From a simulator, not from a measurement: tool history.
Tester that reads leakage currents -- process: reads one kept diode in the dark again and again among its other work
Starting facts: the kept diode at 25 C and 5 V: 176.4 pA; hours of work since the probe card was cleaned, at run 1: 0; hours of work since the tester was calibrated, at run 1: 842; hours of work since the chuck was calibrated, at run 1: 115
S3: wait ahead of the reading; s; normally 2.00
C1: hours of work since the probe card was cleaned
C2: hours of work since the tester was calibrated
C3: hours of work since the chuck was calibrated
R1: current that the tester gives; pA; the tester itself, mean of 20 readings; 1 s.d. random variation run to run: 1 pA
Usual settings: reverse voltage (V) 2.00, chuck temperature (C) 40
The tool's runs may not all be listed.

Run 1, hour 0.0: usual settings; C1 0; C2 842; C3 115. Result: R1 326.97 pA.
Run 2, hour 48.3: usual settings but chuck temperature (C) 50; C1 23; C2 865; C3 138. Result: R1 618.94 pA.
Run 3, hour 94.4: usual settings but chuck temperature (C) 50; C1 45; C2 888; C3 160. Result: R1 616.13 pA.
At hour 99.0: tester calibrated.
Run 4, hour 128.2: usual settings but S3 9.78 s; C1 60; C2 14; C3 175. Result: R1 326.40 pA.
Run 5, hour 179.4: usual settings; C1 85; C2 39; C3 200. Result: R1 326.85 pA.
Run 6, hour 228.3: usual settings; C1 108; C2 62; C3 223. Result: R1 328.05 pA.
At hour 265.1: tester calibrated, once more.
Run 7, hour 285.8: usual settings but S3 0.86 s; C1 135; C2 10; C3 250. Result: R1 323.09 pA.
Run 8, hour 315.8: usual settings but reverse voltage (V) 10.60, chuck temperature (C) 25, S3 2.36 s; C1 149; C2 24; C3 264. Result: R1 236.23 pA.
Run 9, hour 359.4: usual settings but reverse voltage (V) 10.60, chuck temperature (C) 25, S3 2.36 s; C1 170; C2 45; C3 285. Result: R1 238.05 pA.
Run 10, hour 410.7: usual settings but reverse voltage (V) 1.22, chuck temperature (C) 48, S3 0.51 s; C1 195; C2 70; C3 310. Result: R1 432.93 pA.
Run 11, hour 436.6: usual settings but reverse voltage (V) 14.36, chuck temperature (C) 48, S3 7.38 s; C1 207; C2 82; C3 322. Result: R1 1247.23 pA.

What if the next run were any one of these 5? Each begins from the tool's condition after run 11:
Run A, hour 468.2: usual settings but reverse voltage (V) 14.36, chuck temperature (C) 25, S3 7.38 s; C1 222; C2 97; C3 337. Result: R1 ?.
Run B, hour 468.2: usual settings but reverse voltage (V) 8.62, S3 2.34 s; C1 222; C2 97; C3 337. Result: R1 ?.
Run C, hour 468.2: usual settings but chuck temperature (C) 47, S3 1.87 s; C1 222; C2 97; C3 337. Result: R1 ?.
Run D, hour 468.2: usual settings but reverse voltage (V) 3.98, chuck temperature (C) 53, S3 9.64 s; C1 222; C2 97; C3 337. Result: R1 ?.
Run E, hour 468.2: usual settings but reverse voltage (V) 2.66, chuck temperature (C) 26, S3 7.38 s; C1 222; C2 97; C3 337. Result: R1 ?.

run      R1
  A  271.18
  B  604.33
  C  502.02
  D  974.41
  E  140.55
Stripped of hidden state, with their random variation kept, the same runs would have yielded:
run       R1
  A   280.26
  B   623.99
  C   517.97
  D  1004.24
  E   145.53

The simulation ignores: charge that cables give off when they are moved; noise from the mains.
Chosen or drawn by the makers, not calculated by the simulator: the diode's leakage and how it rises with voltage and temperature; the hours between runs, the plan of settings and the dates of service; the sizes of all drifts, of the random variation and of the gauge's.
